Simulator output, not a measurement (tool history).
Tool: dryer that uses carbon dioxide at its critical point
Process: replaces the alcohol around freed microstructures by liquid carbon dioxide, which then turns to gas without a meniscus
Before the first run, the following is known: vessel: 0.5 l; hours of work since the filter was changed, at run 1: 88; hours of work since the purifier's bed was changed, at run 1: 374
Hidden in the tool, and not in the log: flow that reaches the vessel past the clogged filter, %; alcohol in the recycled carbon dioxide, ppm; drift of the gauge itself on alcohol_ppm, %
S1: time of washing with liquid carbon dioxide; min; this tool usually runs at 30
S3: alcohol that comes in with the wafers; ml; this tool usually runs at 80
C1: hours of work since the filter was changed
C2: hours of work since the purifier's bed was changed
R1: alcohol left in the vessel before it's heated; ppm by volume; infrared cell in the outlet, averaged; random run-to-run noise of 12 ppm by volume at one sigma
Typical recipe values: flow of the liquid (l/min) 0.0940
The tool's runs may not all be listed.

run 1 hour=0.0 | S1=30 flow_of_the_liquid_(l/min)=0.0940 S3=80 | C1=88 C2=374 | R1=979
run 2 hour=17.3 | S1=30 flow_of_the_liquid_(l/min)=0.0940 S3=80 | C1=95 C2=381 | R1=987
run 3 hour=31.1 | S1=30 flow_of_the_liquid_(l/min)=0.0940 S3=80 | C1=101 C2=386 | R1=1008
run 4 hour=52.7 | S1=30 flow_of_the_liquid_(l/min)=0.0940 S3=80 | C1=110 C2=395 | R1=1024
run 5 hour=64.6 | S1=30 flow_of_the_liquid_(l/min)=0.0825 S3=80 | C1=115 C2=400 | R1=1889
run 6 hour=83.3 | S1=30 flow_of_the_liquid_(l/min)=0.0825 S3=80 | C1=122 C2=408 | R1=1881
run 7 hour=107.8 | S1=30 flow_of_the_liquid_(l/min)=0.0825 S3=80 | C1=133 C2=418 | R1=1990
run 8 hour=121.7 | S1=30 flow_of_the_liquid_(l/min)=0.0825 S3=80 | C1=138 C2=424 | R1=1992
run 9 hour=137.4 | S1=30 flow_of_the_liquid_(l/min)=0.0825 S3=80 | C1=145 C2=430 | R1=2037
run 10 hour=159.7 | S1=30 flow_of_the_liquid_(l/min)=0.0825 S3=80 | C1=154 C2=440 | R1=2106
run 11 hour=180.0 | S1=30 flow_of_the_liquid_(l/min)=0.0825 S3=80 | C1=163 C2=448 | R1=2155
run 12 hour=201.4 | S1=30 flow_of_the_liquid_(l/min)=0.0825 S3=80 | C1=171 C2=457 | R1=2147
run 13 hour=215.6 | S1=30 flow_of_the_liquid_(l/min)=0.0825 S3=80 | C1=177 C2=463 | R1=2182
run 14 hour=239.3 | S1=30 flow_of_the_liquid_(l/min)=0.1599 S3=80 | C1=187 C2=473 | R1=150
run 15 hour=254.8 | S1=30 flow_of_the_liquid_(l/min)=0.1599 S3=80 | C1=194 C2=479 | R1=134
run 16 hour=279.3 | S1=30 flow_of_the_liquid_(l/min)=0.1599 S3=80 | C1=204 C2=489 | R1=155
run 17 hour=299.6 | S1=43 flow_of_the_liquid_(l/min)=0.0656 S3=30 | C1=212 C2=498 | R1=613
run 18 hour=320.7 | S1=30 flow_of_the_liquid_(l/min)=0.0990 S3=25 | C1=221 C2=506 | R1=420
run 19 hour=340.6 | S1=27 flow_of_the_liquid_(l/min)=0.0990 S3=25 | C1=229 C2=515 | R1=629
run 20 hour=365.2 | S1=30 flow_of_the_liquid_(l/min)=0.1585 S3=91 | C1=239 C2=525 | R1=164
run 21 hour=392.4 | S1=30 flow_of_the_liquid_(l/min)=0.1585 S3=91 | C1=250 C2=536 | R1=177
run 22 hour=412.9 | S1=21 flow_of_the_liquid_(l/min)=0.1193 S3=65 | C1=259 C2=545 | R1=1895
run 23 hour=439.6 | S1=33 flow_of_the_liquid_(l/min)=0.1193 S3=65 | C1=270 C2=556 | R1=292

Run 24, settings as shown, results not yet in. Your forecast:
run 24 hour=466.8 | S1=33 flow_of_the_liquid_(l/min)=0.1216 S3=31 | C1=281 C2=567 | R1=?

Run 24 gave R1 223 ppm by volume.
The same run, on a tool lacking any hidden state, would have yielded R1 46 ppm by volume.
